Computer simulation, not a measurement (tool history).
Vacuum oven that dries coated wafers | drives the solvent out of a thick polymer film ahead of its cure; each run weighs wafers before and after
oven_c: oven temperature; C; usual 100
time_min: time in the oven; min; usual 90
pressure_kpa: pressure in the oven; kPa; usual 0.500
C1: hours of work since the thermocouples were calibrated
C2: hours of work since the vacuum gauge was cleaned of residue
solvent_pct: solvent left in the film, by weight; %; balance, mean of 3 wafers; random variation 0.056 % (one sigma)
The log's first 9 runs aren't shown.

run 10 day=27.396 | oven_c=100 time_min=90 pressure_kpa=0.500 | C1=473 C2=2125 | solvent_pct=3.13
run 11 day=30.988 | oven_c=100 time_min=90 pressure_kpa=0.500 | C1=529 C2=2180 | solvent_pct=3.19
run 12 day=35.438 | oven_c=89 time_min=90 pressure_kpa=0.500 | C1=597 C2=2249 | solvent_pct=6.84
run 13 day=38.504 | oven_c=89 time_min=90 pressure_kpa=0.500 | C1=644 C2=2296 | solvent_pct=6.81
run 14 day=42.100 | oven_c=110 time_min=90 pressure_kpa=0.500 | C1=700 C2=2351 | solvent_pct=1.35
run 15 day=46.017 | oven_c=110 time_min=90 pressure_kpa=0.500 | C1=760 C2=2411 | solvent_pct=1.33
run 16 day=49.346 | oven_c=110 time_min=90 pressure_kpa=0.500 | C1=811 C2=2463 | solvent_pct=1.27
-- day=50.279 oven's thermocouples calibrated
-- day=52.025 vacuum gauge cleaned of residue and calibrated
run 17 day=52.350 | oven_c=110 time_min=90 pressure_kpa=0.500 | C1=31 C2=5 | solvent_pct=0.75
run 18 day=56.583 | oven_c=110 time_min=90 pressure_kpa=0.500 | C1=96 C2=70 | solvent_pct=0.79
run 19 day=60.829 | oven_c=110 time_min=90 pressure_kpa=0.500 | C1=161 C2=136 | solvent_pct=0.91
run 20 day=64.250 | oven_c=107 time_min=90 pressure_kpa=1.647 | C1=214 C2=188 | solvent_pct=2.12
run 21 day=66.704 | oven_c=88 time_min=90 pressure_kpa=0.329 | C1=252 C2=226 | solvent_pct=6.25
run 22 day=68.629 | oven_c=88 time_min=90 pressure_kpa=0.329 | C1=282 C2=256 | solvent_pct=6.25
run 23 day=73.046 | oven_c=91 time_min=90 pressure_kpa=1.511 | C1=350 C2=324 | solvent_pct=6.66

The next listed run, before its measurement:
run 24 day=76.350 | oven_c=94 time_min=46 pressure_kpa=0.876 | C1=400 C2=375 | solvent_pct=?

Run 24 gave solvent_pct 7.73 %.
Without the tool's hidden state the same run would have given solvent_pct 7.54 %.
